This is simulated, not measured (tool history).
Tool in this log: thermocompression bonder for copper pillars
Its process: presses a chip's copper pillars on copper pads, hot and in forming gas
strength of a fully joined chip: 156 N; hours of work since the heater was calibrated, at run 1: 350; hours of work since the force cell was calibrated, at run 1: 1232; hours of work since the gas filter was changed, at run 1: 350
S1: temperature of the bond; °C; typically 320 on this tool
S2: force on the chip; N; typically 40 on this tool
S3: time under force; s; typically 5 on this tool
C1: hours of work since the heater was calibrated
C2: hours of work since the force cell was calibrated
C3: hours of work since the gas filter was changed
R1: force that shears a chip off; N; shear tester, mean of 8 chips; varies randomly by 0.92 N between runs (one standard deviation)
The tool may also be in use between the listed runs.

| run | day | S1 | S2 | S3 | C1 | C2 | C3 | R1 |
|---|---|---|---|---|---|---|---|---|
| 1 | 0.000 | 320 | 40 | 5 | 350 | 1232 | 350 | 64.6 |
| 2 | 1.846 | 320 | 40 | 5 | 376 | 1259 | 376 | 65.7 |
| 3 | 3.996 | 320 | 40 | 5 | 407 | 1290 | 407 | 64.0 |
| 4 | 5.158 | 320 | 40 | 5 | 424 | 1307 | 424 | 62.4 |
| 5 | 7.096 | 320 | 40 | 14 | 452 | 1335 | 452 | 89.5 |
|  | 7.346 | forming gas filter changed |
| 6 | 8.283 | 320 | 40 | 14 | 469 | 1352 | 14 | 95.7 |
| 7 | 9.562 | 320 | 40 | 14 | 488 | 1370 | 32 | 97.3 |
| 8 | 10.967 | 320 | 40 | 14 | 508 | 1391 | 52 | 93.3 |
| 9 | 13.579 | 318 | 40 | 14 | 546 | 1428 | 90 | 92.4 |
| 10 | 15.212 | 334 | 40 | 14 | 569 | 1452 | 114 | 106.9 |
| 11 | 16.821 | 318 | 40 | 14 | 593 | 1475 | 137 | 90.8 |
| 12 | 18.879 | 320 | 40 | 5 | 622 | 1505 | 167 | 63.6 |
| 13 | 21.108 | 320 | 40 | 5 | 655 | 1537 | 199 | 62.0 |
| 14 | 22.650 | 320 | 49 | 5 | 677 | 1559 | 221 | 74.9 |
|  | 24.662 | heater calibrated with a thermocouple chip |
| 15 | 24.850 | 298 | 34 | 13 | 3 | 1590 | 252 | 62.7 |
| 16 | 26.771 | 291 | 50 | 13 | 30 | 1618 | 280 | 83.0 |
| 17 | 28.696 | 322 | 58 | 13 | 58 | 1646 | 307 | 120.3 |
| 18 | 30.404 | 322 | 58 | 13 | 83 | 1670 | 332 | 122.8 |
| 19 | 31.804 | 345 | 33 | 14 | 103 | 1691 | 352 | 102.0 |
| 20 | 34.538 | 296 | 38 | 14 | 143 | 1730 | 392 | 66.8 |
| 21 | 35.975 | 345 | 24 | 12 | 164 | 1751 | 413 | 73.9 |
| 22 | 38.567 | 320 | 40 | 14 | 201 | 1788 | 450 | 91.7 |
|  | 39.125 | forming gas filter changed |
| 23 | 40.383 | 320 | 40 | 14 | 227 | 1814 | 18 | 98.0 |
| 24 | 41.646 | 320 | 40 | 3 | 245 | 1833 | 36 | 57.5 |
| 25 | 43.742 | 320 | 40 | 5 | 275 | 1863 | 67 | 71.6 |
| 26 | 46.029 | 310 | 40 | 11 | 309 | 1896 | 100 | 79.7 |

Take each entry between the runs: how does the hidden state at the last listed run before it differ from the hidden state at the first listed run after it?
Runs 5 to 6: forming gas filter changed (day 7.346)
  true temperature of the bond over the reading, C: -6.7 -> -7; oxide that the forming gas leaves, % of the face: 9.03 -> 0.79
  measured value less the no-hidden-state value, R1: -18.1 -> -10.3 N
Runs 14 to 15: heater calibrated with a thermocouple chip (day 24.662)
  true temperature of the bond over the reading, C: -10.1 -> 0.7; force that reaches the chip, % of what is set: 95.5 -> 95.4; oxide that the forming gas leaves, % of the face: 4.71 -> 5.23
  measured value less the no-hidden-state value, R1: -16.5 -> -5.7 N
Runs 22 to 23: forming gas filter changed (day 39.125)
  true temperature of the bond over the reading, C: -2.3 -> -2.6; force that reaches the chip, % of what is set: 94.9 -> 94.8; oxide that the forming gas leaves, % of the face: 8.85 -> 1.01
  measured value less the no-hidden-state value, R1: -14.8 -> -7.2 N

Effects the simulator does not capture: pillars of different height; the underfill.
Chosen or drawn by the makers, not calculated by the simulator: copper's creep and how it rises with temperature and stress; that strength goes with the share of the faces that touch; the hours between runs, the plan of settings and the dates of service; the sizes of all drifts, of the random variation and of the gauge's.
